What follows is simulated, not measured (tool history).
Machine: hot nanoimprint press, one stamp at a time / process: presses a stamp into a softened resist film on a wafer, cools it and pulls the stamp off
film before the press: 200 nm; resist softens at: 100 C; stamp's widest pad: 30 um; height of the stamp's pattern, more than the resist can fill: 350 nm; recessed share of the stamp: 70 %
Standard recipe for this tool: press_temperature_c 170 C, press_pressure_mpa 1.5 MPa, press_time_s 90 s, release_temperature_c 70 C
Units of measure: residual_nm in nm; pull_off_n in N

run 1 hour=0 | press_temperature_c=170 press_pressure_mpa=1.5 press_time_s=90 release_temperature_c=70 | residual_nm=79.8 pull_off_n=196
-- hour=81 plate thermocouple calibrated
run 2 hour=91.4 | press_temperature_c=170 press_pressure_mpa=1.5 press_time_s=90 release_temperature_c=70 | residual_nm=76.4 pull_off_n=213
run 3 hour=174.1 | press_temperature_c=170 press_pressure_mpa=1.5 press_time_s=90 release_temperature_c=70 | residual_nm=77.9 pull_off_n=224
-- hour=244.8 stamp cleaned and given a new release coat
run 4 hour=263.6 | press_temperature_c=170 press_pressure_mpa=1.5 press_time_s=90 release_temperature_c=60 | residual_nm=78.1 pull_off_n=226
run 5 hour=304.5 | press_temperature_c=170 press_pressure_mpa=1.5 press_time_s=90 release_temperature_c=60 | residual_nm=77 pull_off_n=233
run 6 hour=345.2 | press_temperature_c=170 press_pressure_mpa=1.5 press_time_s=90 release_temperature_c=60 | residual_nm=79.1 pull_off_n=244
run 7 hour=429.4 | press_temperature_c=170 press_pressure_mpa=1.5 press_time_s=90 release_temperature_c=70 | residual_nm=79.2 pull_off_n=228
-- hour=480 stamp cleaned and given a new release coat
run 8 hour=510.7 | press_temperature_c=170 press_pressure_mpa=1.79 press_time_s=90 release_temperature_c=70 | residual_nm=73.7 pull_off_n=207
run 9 hour=559 | press_temperature_c=170 press_pressure_mpa=1.79 press_time_s=90 release_temperature_c=70 | residual_nm=73.9 pull_off_n=211
run 10 hour=622.1 | press_temperature_c=169 press_pressure_mpa=1.5 press_time_s=90 release_temperature_c=70 | residual_nm=83.9 pull_off_n=220
-- hour=693.1 plate thermocouple calibrated
run 11 hour=696.2 | press_temperature_c=170 press_pressure_mpa=1.56 press_time_s=90 release_temperature_c=70 | residual_nm=76 pull_off_n=223
-- hour=719.8 stamp cleaned and given a new release coat
run 12 hour=742.6 | press_temperature_c=170 press_pressure_mpa=1.56 press_time_s=90 release_temperature_c=70 | residual_nm=77.2 pull_off_n=204
run 13 hour=831.7 | press_temperature_c=170 press_pressure_mpa=1.5 press_time_s=90 release_temperature_c=70 | residual_nm=79 pull_off_n=223
run 14 hour=871.6 | press_temperature_c=170 press_pressure_mpa=1.5 press_time_s=90 release_temperature_c=70 | residual_nm=79 pull_off_n=218
-- hour=958.7 stamp cleaned and given a new release coat
run 15 hour=961.3 | press_temperature_c=182 press_pressure_mpa=1.03 press_time_s=108 release_temperature_c=75 | residual_nm=61.9 pull_off_n=192
-- hour=984.8 press's hydraulic seals changed and the load cell set to zero
run 16 hour=1052.3 | press_temperature_c=168 press_pressure_mpa=1.5 press_time_s=106 release_temperature_c=70 | residual_nm=77.4 pull_off_n=210
run 17 hour=1102.8 | press_temperature_c=168 press_pressure_mpa=1.5 press_time_s=106 release_temperature_c=70 | residual_nm=78 pull_off_n=218
run 18 hour=1162.2 | press_temperature_c=176 press_pressure_mpa=1.5 press_time_s=88 release_temperature_c=58 | residual_nm=63.6 pull_off_n=265
-- hour=1203.7 stamp cleaned and given a new release coat
run 19 hour=1251.2 | press_temperature_c=160 press_pressure_mpa=1.67 press_time_s=52 release_temperature_c=58 | residual_nm=123.7 pull_off_n=237
run 20 hour=1304.7 | press_temperature_c=179 press_pressure_mpa=2.18 press_time_s=80 release_temperature_c=66 | residual_nm=51 pull_off_n=222
-- hour=1313.4 plate thermocouple calibrated
run 21 hour=1346.3 | press_temperature_c=179 press_pressure_mpa=2.18 press_time_s=80 release_temperature_c=66 | residual_nm=48.3 pull_off_n=230
run 22 hour=1423.5 | press_temperature_c=176 press_pressure_mpa=2.18 press_time_s=80 release_temperature_c=66 | residual_nm=53.4 pull_off_n=237
-- hour=1441.2 stamp cleaned and given a new release coat
run 23 hour=1507.9 | press_temperature_c=176 press_pressure_mpa=2.18 press_time_s=80 release_temperature_c=66 | residual_nm=54.2 pull_off_n=215
run 24 hour=1554 | press_temperature_c=176 press_pressure_mpa=2.18 press_time_s=80 release_temperature_c=66 | residual_nm=54.4 pull_off_n=223
run 25 hour=1603.3 | press_temperature_c=158 press_pressure_mpa=1.91 press_time_s=80 release_temperature_c=60 | residual_nm=109.5 pull_off_n=254
-- hour=1678.1 stamp cleaned and given a new release coat
run 26 hour=1692.3 | press_temperature_c=182 press_pressure_mpa=1.5 press_time_s=116 release_temperature_c=70 | residual_nm=48.7 pull_off_n=199
run 27 hour=1763.7 | press_temperature_c=176 press_pressure_mpa=1.2 press_time_s=88 release_temperature_c=59 | residual_nm=74.9 pull_off_n=234

Consider 4 possible next runs. They are alternatives, not a sequence: every one starts from the tool as it was left by run 27. What does each give?
run A hour=1832.1 | press_temperature_c=176 press_pressure_mpa=1.2 press_time_s=88 release_temperature_c=74 | residual_nm=? pull_off_n=?
run B hour=1832.1 | press_temperature_c=163 press_pressure_mpa=1.5 press_time_s=90 release_temperature_c=70 | residual_nm=? pull_off_n=?
run C hour=1832.1 | press_temperature_c=177 press_pressure_mpa=2.29 press_time_s=88 release_temperature_c=69 | residual_nm=? pull_off_n=?
run D hour=1832.1 | press_temperature_c=170 press_pressure_mpa=1.1 press_time_s=99 release_temperature_c=71 | residual_nm=? pull_off_n=?

run=A residual_nm=74.5 pull_off_n=204
run=B residual_nm=100.9 pull_off_n=225
run=C residual_nm=51 pull_off_n=224
run=D residual_nm=89.9 pull_off_n=217
With the hidden condition removed and each run's random variation left untouched, the same runs would have given:
run=A residual_nm=70 pull_off_n=183
run=B residual_nm=94.2 pull_off_n=202
run=C residual_nm=46.6 pull_off_n=202
run=D residual_nm=84.7 pull_off_n=195
